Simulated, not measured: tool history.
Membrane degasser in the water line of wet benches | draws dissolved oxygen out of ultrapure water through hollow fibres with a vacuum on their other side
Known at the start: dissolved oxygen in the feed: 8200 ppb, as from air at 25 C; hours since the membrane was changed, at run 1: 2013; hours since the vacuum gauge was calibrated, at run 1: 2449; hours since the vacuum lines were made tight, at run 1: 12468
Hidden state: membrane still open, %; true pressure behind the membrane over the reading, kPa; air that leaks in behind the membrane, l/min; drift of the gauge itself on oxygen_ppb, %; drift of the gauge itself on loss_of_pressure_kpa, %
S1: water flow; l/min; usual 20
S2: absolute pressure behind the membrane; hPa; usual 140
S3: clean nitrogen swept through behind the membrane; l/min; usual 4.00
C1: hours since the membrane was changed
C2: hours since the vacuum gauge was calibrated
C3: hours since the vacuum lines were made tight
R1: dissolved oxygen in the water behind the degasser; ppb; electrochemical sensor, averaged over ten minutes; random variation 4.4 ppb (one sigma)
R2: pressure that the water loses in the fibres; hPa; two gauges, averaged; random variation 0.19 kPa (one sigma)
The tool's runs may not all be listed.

run,day,S1,S2,S3,C1,C2,C3,R1,R2
1,0.000,20,140,4.00,2013,2449,12468,452.2,371.9
2,1.488,20,140,4.00,2049,2484,12504,442.4,370.3
3,2.842,20,140,4.00,2081,2517,12536,449.7,372.9
4,4.808,20,140,4.00,2129,2564,12583,449.4,375.6
5,7.021,20,140,4.00,2182,2617,12636,456.9,370.3
6,8.396,20,140,4.00,2215,2650,12670,454.4,372.2
7,9.625,20,140,4.00,2244,2680,12699,450.4,368.7
8,11.096,20,140,4.00,2279,2715,12734,455.5,368.8
9,12.646,20,140,4.00,2317,2752,12772,453.8,374.4
# day 13.908: seals of the vacuum lines changed
10,15.021,20,140,4.00,2372,2807,27,448.1,374.8
11,17.388,23,140,4.00,2428,2864,83,588.2,428.3
12,19.004,20,140,4.00,2467,2903,122,449.9,373.3
13,20.458,20,140,4.00,2502,2938,157,452.1,370.9
14,22.567,20,140,4.00,2553,2988,208,452.0,377.1
15,24.725,20,140,4.00,2604,3040,260,450.9,376.2
16,26.650,20,140,5.17,2651,3086,306,427.8,369.5
17,28.529,20,140,5.17,2696,3131,351,425.7,369.3
18,30.358,13,90,7.57,2740,3175,395,116.3,241.1
19,31.925,13,90,7.57,2777,3213,432,112.6,244.1
20,34.112,14,310,5.83,2830,3265,485,279.9,260.1
21,36.446,15,145,4.00,2886,3321,541,243.9,276.9
22,38.033,27,140,3.08,2924,3360,579,850.8,503.1
23,40.162,23,96,9.51,2975,3411,630,494.1,430.2
24,42.050,16,140,4.00,3020,3456,675,271.7,299.9
25,43.538,20,266,4.00,3056,3492,711,580.8,376.2
26,45.717,20,266,4.00,3108,3544,763,588.9,374.2
27,47.583,20,266,4.00,3153,3589,808,589.9,373.7
28,50.225,20,99,2.94,3216,3652,872,436.4,374.4
29,52.158,20,228,4.00,3263,3698,918,551.0,377.9
30,54.829,18,94,2.03,3327,3763,982,377.5,335.6
# day 55.262: vacuum gauge calibrated
31,57.429,13,104,2.03,3389,52,1044,199.2,242.9
32,58.612,20,142,2.40,3417,80,1072,535.8,376.2
33,60.083,20,142,2.40,3453,116,1108,527.6,375.0

Forecast each of these 3 alternatives for the next run:
A,61.179,12,153,10.81,3479,142,1134,?,?
B,61.179,19,190,2.25,3479,142,1134,?,?
C,61.179,12,142,2.00,3479,142,1134,?,?

run,R1,R2
A,97.9,225.6
B,572.2,356.2
C,224.2,225.7
Without the tool's hidden state the same runs would have given:
run,R1,R2
A,94.0,222.9
B,560.7,351.8
C,220.0,223.0
